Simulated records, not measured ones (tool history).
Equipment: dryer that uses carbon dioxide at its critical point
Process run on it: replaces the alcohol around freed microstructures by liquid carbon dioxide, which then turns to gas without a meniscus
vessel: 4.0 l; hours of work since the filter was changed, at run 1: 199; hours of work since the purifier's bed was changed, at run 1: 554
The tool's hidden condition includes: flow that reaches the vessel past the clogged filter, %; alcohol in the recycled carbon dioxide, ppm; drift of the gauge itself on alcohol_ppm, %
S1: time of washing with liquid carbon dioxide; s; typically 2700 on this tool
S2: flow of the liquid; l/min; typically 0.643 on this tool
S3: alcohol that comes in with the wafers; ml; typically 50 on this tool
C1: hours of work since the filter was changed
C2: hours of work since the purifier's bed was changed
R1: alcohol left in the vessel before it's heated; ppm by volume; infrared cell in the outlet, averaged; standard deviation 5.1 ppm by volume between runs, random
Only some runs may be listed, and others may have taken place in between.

{"run": 1, "hour": 0.0, "S1": 2700, "S2": 0.643, "S3": 50, "C1": 199, "C2": 554, "R1": 196}
{"run": 2, "hour": 42.6, "S1": 2700, "S2": 0.643, "S3": 50, "C1": 216, "C2": 571, "R1": 198}
{"run": 3, "hour": 86.3, "S1": 2700, "S2": 0.643, "S3": 50, "C1": 233, "C2": 587, "R1": 223}
{"run": 4, "hour": 129.5, "S1": 2700, "S2": 0.643, "S3": 50, "C1": 250, "C2": 604, "R1": 218}
{"run": 5, "hour": 159.5, "S1": 2700, "S2": 0.643, "S3": 50, "C1": 261, "C2": 616, "R1": 223}
{"run": 6, "hour": 193.8, "S1": 2700, "S2": 0.643, "S3": 50, "C1": 275, "C2": 629, "R1": 232}
{"hour": 211.6, "done": "inlet filter changed"}
{"run": 7, "hour": 216.7, "S1": 2700, "S2": 1.092, "S3": 35, "C1": 2, "C2": 638, "R1": 91}

Run 8, settings as shown, results not yet in. Your forecast:
{"run": 8, "hour": 249.3, "S1": 3360, "S2": 0.969, "S3": 60, "C1": 15, "C2": 650, "R1": "?"}

{"run 8": {"R1": 94}}
Were there no unlogged condition in the tool, this run, its random variation unchanged, would have produced R1 8 ppm by volume.
